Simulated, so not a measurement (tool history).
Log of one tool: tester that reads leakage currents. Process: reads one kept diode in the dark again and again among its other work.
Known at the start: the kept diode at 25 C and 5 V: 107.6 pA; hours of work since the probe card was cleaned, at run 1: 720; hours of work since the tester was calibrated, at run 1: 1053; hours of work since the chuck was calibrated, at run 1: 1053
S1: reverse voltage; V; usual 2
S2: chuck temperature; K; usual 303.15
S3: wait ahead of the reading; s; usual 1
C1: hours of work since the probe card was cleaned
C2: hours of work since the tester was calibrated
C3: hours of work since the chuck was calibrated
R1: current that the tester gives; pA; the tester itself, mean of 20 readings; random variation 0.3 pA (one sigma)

| run | hour | S1 | S2 | S3 | C1 | C2 | C3 | R1 |
|---|---|---|---|---|---|---|---|---|
| 1 | 0 | 2 | 303.15 | 1 | 720 | 1053 | 1053 | 98.67 |
| 2 | 42.4 | 2 | 297.15 | 1 | 750 | 1083 | 1083 | 62.95 |
| 3 | 95.8 | 1.44 | 297.15 | 1 | 789 | 1122 | 1122 | 53.69 |
| 4 | 172.9 | 4.27 | 303.15 | 1 | 844 | 1177 | 1177 | 144.91 |
| 5 | 233.1 | 4.27 | 303.15 | 1 | 887 | 1220 | 1220 | 144.62 |
| 6 | 268.1 | 4.27 | 303.15 | 1 | 912 | 1245 | 1245 | 144.41 |
| 7 | 311.5 | 4.27 | 303.15 | 1 | 944 | 1277 | 1277 | 143.46 |
| 8 | 355.3 | 4.27 | 303.15 | 1 | 975 | 1308 | 1308 | 143.89 |
| 9 | 438.5 | 5.69 | 313.15 | 0.35 | 1035 | 1368 | 1368 | 340.44 |
| 10 | 511.5 | 5.69 | 313.15 | 0.35 | 1087 | 1420 | 1420 | 339.75 |
| 11 | 574.9 | 5.69 | 325.15 | 0.35 | 1133 | 1466 | 1466 | 751.65 |
|  | 640.7 | chuck's temperature calibrated |
| 12 | 647.6 | 5.97 | 327.15 | 0.35 | 1184 | 1517 | 5 | 875.99 |
| 13 | 695.5 | 5.97 | 327.15 | 0.35 | 1218 | 1551 | 39 | 873.85 |
| 14 | 758.6 | 5.97 | 327.15 | 0.35 | 1263 | 1597 | 85 | 873.66 |
| 15 | 796.2 | 4.2 | 299.15 | 0.41 | 1291 | 1624 | 112 | 106.88 |

Forecast each of these 5 alternatives for the next run:
| A | 836.9 | 14.22 | 299.15 | 0.41 | 1320 | 1653 | 141 | ? |
| B | 836.9 | 17.57 | 323.15 | 0.73 | 1320 | 1653 | 141 | ? |
| C | 836.9 | 1.56 | 298.15 | 8.33 | 1320 | 1653 | 141 | ? |
| D | 836.9 | 8.87 | 303.15 | 4.19 | 1320 | 1653 | 141 | ? |
| E | 836.9 | 1.53 | 309.15 | 0.41 | 1320 | 1653 | 141 | ? |

| run | R1 |
|---|---|
| A | 199.53 |
| B | 1163.26 |
| C | 59.92 |
| D | 209.03 |
| E | 132.45 |
Without the tool's hidden state the same runs would have given:
| run | R1 |
|---|---|
| A | 199.26 |
| B | 1163.64 |
| C | 59.92 |
| D | 208.93 |
| E | 132.51 |
